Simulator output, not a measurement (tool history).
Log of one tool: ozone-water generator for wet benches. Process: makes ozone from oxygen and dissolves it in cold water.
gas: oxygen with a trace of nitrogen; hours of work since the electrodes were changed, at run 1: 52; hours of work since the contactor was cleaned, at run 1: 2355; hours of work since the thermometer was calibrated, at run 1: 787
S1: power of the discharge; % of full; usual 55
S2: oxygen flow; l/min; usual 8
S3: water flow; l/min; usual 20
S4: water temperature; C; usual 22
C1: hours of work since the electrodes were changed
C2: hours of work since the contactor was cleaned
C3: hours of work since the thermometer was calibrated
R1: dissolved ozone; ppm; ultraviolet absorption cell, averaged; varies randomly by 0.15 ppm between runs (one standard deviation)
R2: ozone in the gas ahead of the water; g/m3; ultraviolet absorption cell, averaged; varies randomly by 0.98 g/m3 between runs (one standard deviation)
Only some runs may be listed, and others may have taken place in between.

run	hour	S1	S2	S3	S4	C1	C2	C3	R1	R2
1	0	55	8	20	22	52	2355	787	17.2	170.5
2	24.4	55	8	20	22	67	2370	802	16.9	170.5
3	47.2	55	8	20	22	81	2384	815	17.1	169.3
4	67.8	55	9.48	20	22	93	2396	828	17.3	159.6
5	87.8	55	9.48	20	22	105	2408	840	17.2	160.1
6	128.3	55	8	20	22	130	2433	864	17.1	168.9
7	168.2	55	8	20	22	154	2457	889	17.1	170.5
8	199.3	55	8	20	22	173	2476	907	16.9	169.1
9	241.1	55	8	20	22	198	2501	933	16.9	170.1
10	264.5	55	8	20	22	212	2515	947	17	170.1
11	290.5	55	8	20	22	228	2531	963	17	169.8
12	313.4	55	8	20	22	242	2545	976	17.1	170.8
# hour 320.6: contactor cleaned
13	361.2	55	8	20	22	268	25	1003	16.4	170
14	400.9	55	8	20	25	292	49	1027	15.2	169.4
15	443.6	44	8	20	22	318	74	1053	13.7	142.4
16	478	44	8	20	22	339	95	1074	13.8	142.1
17	500.3	55	4.59	18	22	352	109	1087	16.1	203.3
18	528.9	96	9.14	16	22	369	126	1104	28.4	245.9
# hour 557.5: contactor cleaned, once more
19	563.9	55	4.57	20	23	388	4	1123	15.7	203.9
20	599.3	55	4.57	20	23	410	25	1144	16.4	204.6
21	640.6	55	4.57	20	23	435	50	1169	16	204.5
22	662.5	55	8	22	22	448	64	1183	16.6	168.8
23	699.4	55	8	20	30	470	86	1205	15.1	168.3
24	722	55	8	20	29	484	100	1219	15.4	168.6
25	747	61	8	20	22	499	115	1234	19	181
26	772.4	54	7.14	20	22	514	130	1249	17.3	174.1

Predict each of these 5 candidate next runs independently; none follows another, all start after run 26:
A	803.8	54	7.6	15	22	533	149	1268	?	?
B	803.8	55	5.33	20	19	533	149	1268	?	?
C	803.8	54	7.14	20	17	533	149	1268	?	?
D	803.8	79	7.14	24	26	533	149	1268	?	?
E	803.8	56	7.14	20	22	533	149	1268	?	?

run	R1	R2
A	20.6	169.9
B	17.5	193.5
C	18.4	171.5
D	18.9	228.4
E	17.6	179
Had the tool no hidden state, the same runs would have come out as:
run	R1	R2
A	20.8	170.9
B	17.7	194.6
C	18.6	172.4
D	19.2	230.1
E	17.8	180

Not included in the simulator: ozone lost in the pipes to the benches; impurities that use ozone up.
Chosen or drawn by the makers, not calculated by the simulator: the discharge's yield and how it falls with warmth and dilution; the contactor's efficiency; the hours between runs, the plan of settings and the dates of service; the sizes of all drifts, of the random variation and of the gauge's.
